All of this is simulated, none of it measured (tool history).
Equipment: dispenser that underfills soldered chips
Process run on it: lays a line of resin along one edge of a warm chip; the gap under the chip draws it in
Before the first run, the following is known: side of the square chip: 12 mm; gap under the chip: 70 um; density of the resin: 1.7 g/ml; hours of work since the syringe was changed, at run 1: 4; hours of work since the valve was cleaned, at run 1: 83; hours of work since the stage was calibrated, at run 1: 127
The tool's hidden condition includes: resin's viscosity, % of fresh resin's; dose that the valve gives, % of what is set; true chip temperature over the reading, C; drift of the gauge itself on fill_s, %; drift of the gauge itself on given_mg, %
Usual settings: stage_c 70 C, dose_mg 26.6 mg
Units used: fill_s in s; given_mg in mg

run	hour	stage_c	dose_mg	hours of work since the syringe was changed	hours of work since the valve was cleaned	hours of work since the stage was calibrated	fill_s	given_mg
1	0.0	70	26.6	4	83	127	113.7	25.04
# hour 1.9: new syringe of resin
# hour 10.5: new syringe of resin
2	10.9	70	26.6	0	90	134	93.4	24.54
# hour 19.4: new syringe of resin
3	24.6	70	26.6	3	99	143	109.7	24.63
# hour 27.9: new syringe of resin
4	32.5	61	26.6	3	104	148	160.9	24.50
# hour 36.1: new syringe of resin
5	38.9	61	26.6	2	108	152	151.7	24.44
# hour 45.3: new syringe of resin
6	45.3	61	26.6	0	112	156	136.6	24.48
# hour 54.1: new syringe of resin
7	59.5	61	26.6	4	121	165	165.2	24.06
# hour 62.6: new syringe of resin
# hour 71.0: new syringe of resin
# hour 72.0: dispensing valve cleaned and set on the balance
8	72.0	70	24.3	0	0	173	93.7	24.26
# hour 80.4: new syringe of resin
9	80.4	70	27.0	0	5	178	93.8	27.00
# hour 89.2: new syringe of resin
10	93.2	70	27.0	3	14	186	107.3	26.88
# hour 98.2: new syringe of resin
11	105.3	70	27.0	5	21	194	114.7	26.65
# hour 107.4: new syringe of resin
# hour 115.7: new syringe of resin
12	118.5	70	27.0	2	30	202	100.6	26.50
# hour 124.4: new syringe of resin
13	126.5	70	26.6	1	35	207	100.8	25.95
# hour 133.5: new syringe of resin
14	135.0	70	26.6	1	40	213	99.5	25.83
# hour 142.1: new syringe of resin
15	146.7	78	26.6	3	48	220	78.3	25.75
# hour 150.7: new syringe of resin
# hour 159.5: new syringe of resin
16	159.6	78	26.6	0	56	228	69.1	25.62
# hour 168.4: new syringe of resin
17	169.8	78	26.6	1	62	235	70.8	25.41
# hour 176.7: new syringe of resin
18	178.6	57	28.5	1	68	241	180.8	27.07
# hour 185.7: new syringe of resin
19	192.5	72	26.4	4	77	250	108.8	25.11
# hour 194.7: new syringe of resin
# hour 203.9: new syringe of resin
20	204.4	62	33.0	0	84	257	140.3	31.09
21	211.1	62	33.0	5	89	261	170.0	31.09
# hour 212.4: new syringe of resin
22	220.3	68	33.3	5	95	267	129.0	31.16
# hour 221.3: new syringe of resin
# hour 230.0: new syringe of resin
23	233.2	68	33.3	2	103	276	113.8	30.69
# hour 239.1: new syringe of resin
24	245.6	65	30.3	4	111	283	141.5	28.12
# hour 248.2: new syringe of resin
25	255.7	65	26.3	5	117	290	151.3	24.26
# hour 257.2: new syringe of resin
# hour 266.1: new syringe of resin
26	266.8	55	26.6	0	124	297	197.4	24.40
# hour 273.8: dispensing valve cleaned and set on the balance
# hour 275.9: new syringe of resin
27	277.2	55	26.6	1	2	303	197.8	26.62
# hour 284.3: new syringe of resin
28	287.8	55	26.6	2	9	310	215.8	26.51
# hour 292.6: new syringe of resin
29	298.6	73	26.8	4	16	317	101.8	26.54
# hour 301.2: new syringe of resin
30	309.2	78	24.5	5	23	323	88.9	24.22
# hour 310.1: new syringe of resin
31	317.7	61	30.5	5	28	329	184.2	29.90
# hour 319.1: new syringe of resin
# hour 327.9: new syringe of resin
32	328.4	61	30.5	0	35	336	145.4	29.58

Take each entry between the runs: how does the hidden state at the last listed run before it differ from the hidden state at the first listed run after it?
Runs 1 to 2: new syringe of resin (hour 1.9); new syringe of resin (hour 10.5)
  resin's viscosity, % of fresh resin's: 124.3 -> 100.9; dose that the valve gives, % of what is set: 93.84 -> 93.37; true chip temperature over the reading, C: -0.92 -> -0.97
  measured result minus the result with no hidden state, fill_s: +26.7 -> +5.6 s; given_mg: -1.64 -> -1.75 mg
Runs 2 to 3: new syringe of resin (hour 19.4)
  resin's viscosity, % of fresh resin's: 100.9 -> 119; dose that the valve gives, % of what is set: 93.37 -> 92.76; true chip temperature over the reading, C: -0.97 -> -1.04
  measured result minus the result with no hidden state, fill_s: +5.6 -> +22.6 s; given_mg: -1.75 -> -1.92 mg
Runs 3 to 4: new syringe of resin (hour 27.9)
  resin's viscosity, % of fresh resin's: 119 -> 115.7; dose that the valve gives, % of what is set: 92.76 -> 92.43; true chip temperature over the reading, C: -1.04 -> -1.08
  measured result minus the result with no hidden state, fill_s: +22.6 -> +30.4 s; given_mg: -1.92 -> -2.01 mg
Runs 4 to 5: new syringe of resin (hour 36.1)
  resin's viscosity, % of fresh resin's: 115.7 -> 109.4; dose that the valve gives, % of what is set: 92.43 -> 92.15; true chip temperature over the reading, C: -1.08 -> -1.1
  measured result minus the result with no hidden state, fill_s: +30.4 -> +21.6 s; given_mg: -2.01 -> -2.09 mg
Runs 5 to 6: new syringe of resin (hour 45.3)
  resin's viscosity, % of fresh resin's: 109.4 -> 99.2; dose that the valve gives, % of what is set: 92.15 -> 91.87; true chip temperature over the reading, C: -1.1 -> -1.14
  measured result minus the result with no hidden state, fill_s: +21.6 -> +7.9 s; given_mg: -2.09 -> -2.17 mg
Runs 6 to 7: new syringe of resin (hour 54.1)
  resin's viscosity, % of fresh resin's: 99.2 -> 118.4; dose that the valve gives, % of what is set: 91.87 -> 91.21; true chip temperature over the reading, C: -1.14 -> -1.21
  measured result minus the result with no hidden state, fill_s: +7.9 -> +35.2 s; given_mg: -2.17 -> -2.33 mg
Runs 7 to 8: new syringe of resin (hour 62.6); new syringe of resin (hour 71.0); dispensing valve cleaned and set on the balance (hour 72.0)
  resin's viscosity, % of fresh resin's: 118.4 -> 100.9; dose that the valve gives, % of what is set: 91.21 -> 100.36; true chip temperature over the reading, C: -1.21 -> -1.27
  measured result minus the result with no hidden state, fill_s: +35.2 -> +5.8 s; given_mg: -2.33 -> +0.09 mg
Runs 8 to 9: new syringe of resin (hour 80.4)
  resin's viscosity, % of fresh resin's: 100.9 -> 102.4; dose that the valve gives, % of what is set: 100.36 -> 99.97; true chip temperature over the reading, C: -1.27 -> -1.32
  measured result minus the result with no hidden state, fill_s: +5.8 -> +7.3 s; given_mg: +0.09 -> -0.01 mg
Runs 9 to 10: new syringe of resin (hour 89.2)
  resin's viscosity, % of fresh resin's: 102.4 -> 114.5; dose that the valve gives, % of what is set: 99.97 -> 99.39; true chip temperature over the reading, C: -1.32 -> -1.38
  measured result minus the result with no hidden state, fill_s: +7.3 -> +19.1 s; given_mg: -0.01 -> -0.17 mg
Runs 10 to 11: new syringe of resin (hour 98.2)
  resin's viscosity, % of fresh resin's: 114.5 -> 123.2; dose that the valve gives, % of what is set: 99.39 -> 98.82; true chip temperature over the reading, C: -1.38 -> -1.45
  measured result minus the result with no hidden state, fill_s: +19.1 -> +27.4 s; given_mg: -0.17 -> -0.32 mg
Runs 11 to 12: new syringe of resin (hour 107.4); new syringe of resin (hour 115.7)
  resin's viscosity, % of fresh resin's: 123.2 -> 109.3; dose that the valve gives, % of what is set: 98.82 -> 98.25; true chip temperature over the reading, C: -1.45 -> -1.52
  measured result minus the result with no hidden state, fill_s: +27.4 -> +14.7 s; given_mg: -0.32 -> -0.47 mg
Runs 12 to 13: new syringe of resin (hour 124.4)
  resin's viscosity, % of fresh resin's: 109.3 -> 106.6; dose that the valve gives, % of what is set: 98.25 -> 97.9; true chip temperature over the reading, C: -1.52 -> -1.56
  measured result minus the result with no hidden state, fill_s: +14.7 -> +12.8 s; given_mg: -0.47 -> -0.56 mg
Runs 13 to 14: new syringe of resin (hour 133.5)
  resin's viscosity, % of fresh resin's: 106.6 -> 105.1; dose that the valve gives, % of what is set: 97.9 -> 97.51; true chip temperature over the reading, C: -1.56 -> -1.61
  measured result minus the result with no hidden state, fill_s: +12.8 -> +11.5 s; given_mg: -0.56 -> -0.66 mg
Runs 14 to 15: new syringe of resin (hour 142.1)
  resin's viscosity, % of fresh resin's: 105.1 -> 115.4; dose that the valve gives, % of what is set: 97.51 -> 96.99; true chip temperature over the reading, C: -1.61 -> -1.67
  measured result minus the result with no hidden state, fill_s: +11.5 -> +15.2 s; given_mg: -0.66 -> -0.80 mg
Runs 15 to 16: new syringe of resin (hour 150.7); new syringe of resin (hour 159.5)
  resin's viscosity, % of fresh resin's: 115.4 -> 100.8; dose that the valve gives, % of what is set: 96.99 -> 96.37; true chip temperature over the reading, C: -1.67 -> -1.73
  measured result minus the result with no hidden state, fill_s: +15.2 -> +5.6 s; given_mg: -0.80 -> -0.97 mg
Runs 16 to 17: new syringe of resin (hour 168.4)
  resin's viscosity, % of fresh resin's: 100.8 -> 104.5; dose that the valve gives, % of what is set: 96.37 -> 95.93; true chip temperature over the reading, C: -1.73 -> -1.78
  measured result minus the result with no hidden state, fill_s: +5.6 -> +8.3 s; given_mg: -0.97 -> -1.08 mg
Runs 17 to 18: new syringe of resin (hour 176.7)
  resin's viscosity, % of fresh resin's: 104.5 -> 107.1; dose that the valve gives, % of what is set: 95.93 -> 95.54; true chip temperature over the reading, C: -1.78 -> -1.82
  measured result minus the result with no hidden state, fill_s: +8.3 -> +26.7 s; given_mg: -1.08 -> -1.26 mg
Runs 18 to 19: new syringe of resin (hour 185.7)
  resin's viscosity, % of fresh resin's: 107.1 -> 122.6; dose that the valve gives, % of what is set: 95.54 -> 94.94; true chip temperature over the reading, C: -1.82 -> -1.9
  measured result minus the result with no hidden state, fill_s: +26.7 -> +27.7 s; given_mg: -1.26 -> -1.34 mg
Runs 19 to 20: new syringe of resin (hour 194.7); new syringe of resin (hour 203.9)
  resin's viscosity, % of fresh resin's: 122.6 -> 104.1; dose that the valve gives, % of what is set: 94.94 -> 94.43; true chip temperature over the reading, C: -1.9 -> -1.95
  measured result minus the result with no hidden state, fill_s: +27.7 -> +17.5 s; given_mg: -1.34 -> -1.84 mg
Runs 21 to 22: new syringe of resin (hour 212.4)
  resin's viscosity, % of fresh resin's: 127.6 -> 124.9; dose that the valve gives, % of what is set: 94.11 -> 93.66; true chip temperature over the reading, C: -1.99 -> -2.04
  measured result minus the result with no hidden state, fill_s: +48.8 -> +34.9 s; given_mg: -1.95 -> -2.11 mg
Runs 22 to 23: new syringe of resin (hour 221.3); new syringe of resin (hour 230.0)
  resin's viscosity, % of fresh resin's: 124.9 -> 109.1; dose that the valve gives, % of what is set: 93.66 -> 93.11; true chip temperature over the reading, C: -2.04 -> -2.1
  measured result minus the result with no hidden state, fill_s: +34.9 -> +19.0 s; given_mg: -2.11 -> -2.27 mg
Runs 23 to 24: new syringe of resin (hour 239.1)
  resin's viscosity, % of fresh resin's: 109.1 -> 119.7; dose that the valve gives, % of what is set: 93.11 -> 92.6; true chip temperature over the reading, C: -2.1 -> -2.16
  measured result minus the result with no hidden state, fill_s: +19.0 -> +35.0 s; given_mg: -2.27 -> -2.25 mg
Runs 24 to 25: new syringe of resin (hour 248.2)
  resin's viscosity, % of fresh resin's: 119.7 -> 124.6; dose that the valve gives, % of what is set: 92.6 -> 92.14; true chip temperature over the reading, C: -2.16 -> -2.22
  measured result minus the result with no hidden state, fill_s: +35.0 -> +43.1 s; given_mg: -2.25 -> -2.07 mg
Runs 25 to 26: new syringe of resin (hour 257.2); new syringe of resin (hour 266.1)
  resin's viscosity, % of fresh resin's: 124.6 -> 102.3; dose that the valve gives, % of what is set: 92.14 -> 91.65; true chip temperature over the reading, C: -2.22 -> -2.27
  measured result minus the result with no hidden state, fill_s: +43.1 -> +26.8 s; given_mg: -2.07 -> -2.22 mg
Runs 26 to 27: dispensing valve cleaned and set on the balance (hour 273.8); new syringe of resin (hour 275.9)
  resin's viscosity, % of fresh resin's: 102.3 -> 102.6; dose that the valve gives, % of what is set: 91.65 -> 100.09; true chip temperature over the reading, C: -2.27 -> -2.32
  measured result minus the result with no hidden state, fill_s: +26.8 -> +25.1 s; given_mg: -2.22 -> +0.02 mg
Runs 27 to 28: new syringe of resin (hour 284.3)
  resin's viscosity, % of fresh resin's: 102.6 -> 111.1; dose that the valve gives, % of what is set: 100.09 -> 99.63; true chip temperature over the reading, C: -2.32 -> -2.37
  measured result minus the result with no hidden state, fill_s: +25.1 -> +42.5 s; given_mg: +0.02 -> -0.10 mg
Runs 28 to 29: new syringe of resin (hour 292.6)
  resin's viscosity, % of fresh resin's: 111.1 -> 120.8; dose that the valve gives, % of what is set: 99.63 -> 99.15; true chip temperature over the reading, C: -2.37 -> -2.43
  measured result minus the result with no hidden state, fill_s: +42.5 -> +26.0 s; given_mg: -0.10 -> -0.23 mg
Runs 29 to 30: new syringe of resin (hour 301.2)
  resin's viscosity, % of fresh resin's: 120.8 -> 126.3; dose that the valve gives, % of what is set: 99.15 -> 98.67; true chip temperature over the reading, C: -2.43 -> -2.48
  measured result minus the result with no hidden state, fill_s: +26.0 -> +25.5 s; given_mg: -0.23 -> -0.32 mg
Runs 30 to 31: new syringe of resin (hour 310.1)
  resin's viscosity, % of fresh resin's: 126.3 -> 128; dose that the valve gives, % of what is set: 98.67 -> 98.29; true chip temperature over the reading, C: -2.48 -> -2.52
  measured result minus the result with no hidden state, fill_s: +25.5 -> +56.3 s; given_mg: -0.32 -> -0.52 mg
Runs 31 to 32: new syringe of resin (hour 319.1); new syringe of resin (hour 327.9)
  resin's viscosity, % of fresh resin's: 128 -> 101.5; dose that the valve gives, % of what is set: 98.29 -> 97.83; true chip temperature over the reading, C: -2.52 -> -2.57
  measured result minus the result with no hidden state, fill_s: +56.3 -> +18.3 s; given_mg: -0.52 -> -0.66 mg
